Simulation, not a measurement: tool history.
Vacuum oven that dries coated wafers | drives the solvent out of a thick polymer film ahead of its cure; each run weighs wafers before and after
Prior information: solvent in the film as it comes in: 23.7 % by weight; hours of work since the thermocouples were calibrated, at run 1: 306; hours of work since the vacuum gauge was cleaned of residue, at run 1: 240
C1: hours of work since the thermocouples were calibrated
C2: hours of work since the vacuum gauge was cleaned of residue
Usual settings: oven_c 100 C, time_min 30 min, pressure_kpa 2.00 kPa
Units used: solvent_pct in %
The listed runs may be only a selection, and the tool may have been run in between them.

run 1 hour=0.0 | oven_c=100 time_min=30 pressure_kpa=2.00 | C1=306 C2=240 | solvent_pct=1.35
run 2 hour=24.1 | oven_c=100 time_min=30 pressure_kpa=2.00 | C1=318 C2=252 | solvent_pct=1.30
run 3 hour=41.3 | oven_c=100 time_min=30 pressure_kpa=2.00 | C1=326 C2=260 | solvent_pct=1.30
run 4 hour=59.8 | oven_c=100 time_min=30 pressure_kpa=2.00 | C1=335 C2=268 | solvent_pct=1.35
run 5 hour=92.2 | oven_c=100 time_min=30 pressure_kpa=2.00 | C1=350 C2=284 | solvent_pct=1.31
run 6 hour=121.2 | oven_c=100 time_min=30 pressure_kpa=2.00 | C1=363 C2=297 | solvent_pct=1.37
run 7 hour=147.4 | oven_c=100 time_min=30 pressure_kpa=2.00 | C1=376 C2=309 | solvent_pct=1.31
run 8 hour=176.8 | oven_c=100 time_min=30 pressure_kpa=2.00 | C1=389 C2=323 | solvent_pct=1.27
run 9 hour=212.2 | oven_c=100 time_min=30 pressure_kpa=2.00 | C1=406 C2=340 | solvent_pct=1.39
run 10 hour=232.3 | oven_c=100 time_min=30 pressure_kpa=6.84 | C1=415 C2=349 | solvent_pct=2.51
run 11 hour=248.3 | oven_c=100 time_min=30 pressure_kpa=2.00 | C1=423 C2=357 | solvent_pct=1.39
run 12 hour=269.6 | oven_c=100 time_min=30 pressure_kpa=2.00 | C1=433 C2=367 | solvent_pct=1.38
run 13 hour=291.1 | oven_c=107 time_min=17 pressure_kpa=6.89 | C1=443 C2=377 | solvent_pct=2.67
run 14 hour=316.2 | oven_c=100 time_min=20 pressure_kpa=3.39 | C1=455 C2=389 | solvent_pct=3.27
-- hour=320.1 oven's thermocouples calibrated
run 15 hour=334.8 | oven_c=100 time_min=20 pressure_kpa=3.39 | C1=7 C2=396 | solvent_pct=3.30
run 16 hour=359.1 | oven_c=100 time_min=23 pressure_kpa=3.53 | C1=18 C2=408 | solvent_pct=2.62
run 17 hour=379.8 | oven_c=94 time_min=16 pressure_kpa=5.61 | C1=28 C2=418 | solvent_pct=7.40
run 18 hour=403.8 | oven_c=94 time_min=16 pressure_kpa=5.61 | C1=39 C2=429 | solvent_pct=7.58
run 19 hour=436.9 | oven_c=100 time_min=30 pressure_kpa=1.07 | C1=55 C2=444 | solvent_pct=1.13
run 20 hour=471.8 | oven_c=100 time_min=30 pressure_kpa=1.07 | C1=71 C2=461 | solvent_pct=1.22
run 21 hour=499.6 | oven_c=100 time_min=30 pressure_kpa=1.07 | C1=84 C2=474 | solvent_pct=1.18
run 22 hour=522.8 | oven_c=100 time_min=16 pressure_kpa=1.07 | C1=95 C2=485 | solvent_pct=4.02
-- hour=532.4 oven's thermocouples calibrated, once more
run 23 hour=549.8 | oven_c=91 time_min=30 pressure_kpa=1.67 | C1=8 C2=496 | solvent_pct=3.77
run 24 hour=585.2 | oven_c=86 time_min=30 pressure_kpa=1.67 | C1=25 C2=513 | solvent_pct=5.85

Selected run-to-run steps in solvent_pct, each split into two signed amounts: the part the tool would show with no hidden state at all (from settings, incoming material and random variation), and the remainder, which goes to the hidden state together with any gauge scatter not common to the measured and the hidden-state-free results:
Hidden state at play: true wafer temperature over the reading, C; true pressure over the reading, kPa; drift of the gauge itself on solvent_pct, %.
Run 16 -> 17: oven_c 100 -> 94, time_min 23 -> 16, pressure_kpa 3.53 -> 5.61. solvent_pct +4.78 %: hidden state +0.05, all else +4.73.
Run 18 -> 19: oven_c 94 -> 100, time_min 16 -> 30, pressure_kpa 5.61 -> 1.07. solvent_pct -6.45 %: hidden state -0.10, all else -6.35.
Run 21 -> 22: time_min 30 -> 16. solvent_pct +2.84 %: hidden state +0.08, all else +2.76.

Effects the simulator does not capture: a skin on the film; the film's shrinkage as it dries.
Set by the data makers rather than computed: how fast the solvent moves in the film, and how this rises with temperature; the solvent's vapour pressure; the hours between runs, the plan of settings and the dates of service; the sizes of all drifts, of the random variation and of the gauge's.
